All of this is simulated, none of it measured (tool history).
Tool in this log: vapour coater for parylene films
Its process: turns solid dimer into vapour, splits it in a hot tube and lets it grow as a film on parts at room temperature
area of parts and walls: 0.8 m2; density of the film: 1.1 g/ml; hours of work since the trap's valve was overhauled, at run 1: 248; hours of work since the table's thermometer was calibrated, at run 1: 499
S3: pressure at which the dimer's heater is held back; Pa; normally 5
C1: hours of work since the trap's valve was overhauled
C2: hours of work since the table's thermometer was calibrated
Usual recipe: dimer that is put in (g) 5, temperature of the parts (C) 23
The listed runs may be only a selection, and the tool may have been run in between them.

{"run": 1, "day": 0.0, "dimer that is put in (g)": 5, "temperature of the parts (C)": 23, "S3": 5, "C1": 248, "C2": 499, "thickness of the film (um)": 3.12}
{"run": 2, "day": 0.746, "dimer that is put in (g)": 5, "temperature of the parts (C)": 23, "S3": 5, "C1": 263, "C2": 513, "thickness of the film (um)": 3.12}
{"run": 3, "day": 1.804, "dimer that is put in (g)": 5, "temperature of the parts (C)": 23, "S3": 11.04, "C1": 284, "C2": 534, "thickness of the film (um)": 2.62}
{"run": 4, "day": 2.596, "dimer that is put in (g)": 5, "temperature of the parts (C)": 23, "S3": 11.04, "C1": 300, "C2": 550, "thickness of the film (um)": 2.62}
{"run": 5, "day": 3.196, "dimer that is put in (g)": 5, "temperature of the parts (C)": 23, "S3": 5, "C1": 312, "C2": 562, "thickness of the film (um)": 3.13}
{"run": 6, "day": 4.246, "dimer that is put in (g)": 5, "temperature of the parts (C)": 23, "S3": 5, "C1": 332, "C2": 583, "thickness of the film (um)": 3.11}
{"run": 7, "day": 4.729, "dimer that is put in (g)": 5, "temperature of the parts (C)": 23, "S3": 5, "C1": 342, "C2": 592, "thickness of the film (um)": 3.1}
{"run": 8, "day": 5.175, "dimer that is put in (g)": 5, "temperature of the parts (C)": 23, "S3": 5, "C1": 351, "C2": 601, "thickness of the film (um)": 3.08}
{"run": 9, "day": 5.938, "dimer that is put in (g)": 5, "temperature of the parts (C)": 23, "S3": 5, "C1": 366, "C2": 616, "thickness of the film (um)": 3.07}
{"run": 10, "day": 6.704, "dimer that is put in (g)": 5, "temperature of the parts (C)": 23, "S3": 5, "C1": 381, "C2": 631, "thickness of the film (um)": 3.11}
{"run": 11, "day": 7.379, "dimer that is put in (g)": 4, "temperature of the parts (C)": 23, "S3": 3.69, "C1": 394, "C2": 644, "thickness of the film (um)": 2.65}
{"run": 12, "day": 7.988, "dimer that is put in (g)": 5, "temperature of the parts (C)": 24, "S3": 5, "C1": 406, "C2": 656, "thickness of the film (um)": 2.98}
{"day": 8.588, "done": "trap's valve overhauled"}
{"run": 13, "day": 8.646, "dimer that is put in (g)": 2, "temperature of the parts (C)": 26, "S3": 5, "C1": 1, "C2": 666, "thickness of the film (um)": 1.11}
{"run": 14, "day": 9.338, "dimer that is put in (g)": 5, "temperature of the parts (C)": 25, "S3": 11.67, "C1": 15, "C2": 680, "thickness of the film (um)": 2.39}
{"run": 15, "day": 10.342, "dimer that is put in (g)": 6, "temperature of the parts (C)": 22, "S3": 2.23, "C1": 35, "C2": 700, "thickness of the film (um)": 4.53}
{"run": 16, "day": 11.104, "dimer that is put in (g)": 6, "temperature of the parts (C)": 22, "S3": 2.6, "C1": 50, "C2": 715, "thickness of the film (um)": 4.41}
{"run": 17, "day": 12.058, "dimer that is put in (g)": 8, "temperature of the parts (C)": 31, "S3": 5.79, "C1": 69, "C2": 734, "thickness of the film (um)": 3.68}
{"run": 18, "day": 12.808, "dimer that is put in (g)": 5, "temperature of the parts (C)": 18, "S3": 6.2, "C1": 83, "C2": 748, "thickness of the film (um)": 3.43}
{"run": 19, "day": 13.517, "dimer that is put in (g)": 9, "temperature of the parts (C)": 27, "S3": 6.79, "C1": 97, "C2": 762, "thickness of the film (um)": 4.51}
{"run": 20, "day": 14.429, "dimer that is put in (g)": 5, "temperature of the parts (C)": 33, "S3": 6.08, "C1": 115, "C2": 780, "thickness of the film (um)": 2.15}

Here are 5 independent what-if runs from the current tool condition. What would each one return?
{"run": "A", "day": 15.108, "dimer that is put in (g)": 5, "temperature of the parts (C)": 24, "S3": 2.73, "C1": 129, "C2": 794, "thickness of the film (um)": "?"}
{"run": "B", "day": 15.108, "dimer that is put in (g)": 5, "temperature of the parts (C)": 23, "S3": 5, "C1": 129, "C2": 794, "thickness of the film (um)": "?"}
{"run": "C", "day": 15.108, "dimer that is put in (g)": 6, "temperature of the parts (C)": 17, "S3": 11.99, "C1": 129, "C2": 794, "thickness of the film (um)": "?"}
{"run": "D", "day": 15.108, "dimer that is put in (g)": 5, "temperature of the parts (C)": 23, "S3": 6.89, "C1": 129, "C2": 794, "thickness of the film (um)": "?"}
{"run": "E", "day": 15.108, "dimer that is put in (g)": 2, "temperature of the parts (C)": 23, "S3": 6.5, "C1": 129, "C2": 794, "thickness of the film (um)": "?"}

run=A thickness_of_the_film_(um)=3.37
run=B thickness_of_the_film_(um)=3.05
run=C thickness_of_the_film_(um)=3.68
run=D thickness_of_the_film_(um)=2.89
run=E thickness_of_the_film_(um)=1.16
The same runs, with their run-to-run variation unchanged, on a tool lacking any hidden condition would have given:
run=A thickness_of_the_film_(um)=3.43
run=B thickness_of_the_film_(um)=3.1
run=C thickness_of_the_film_(um)=3.75
run=D thickness_of_the_film_(um)=2.94
run=E thickness_of_the_film_(um)=1.18

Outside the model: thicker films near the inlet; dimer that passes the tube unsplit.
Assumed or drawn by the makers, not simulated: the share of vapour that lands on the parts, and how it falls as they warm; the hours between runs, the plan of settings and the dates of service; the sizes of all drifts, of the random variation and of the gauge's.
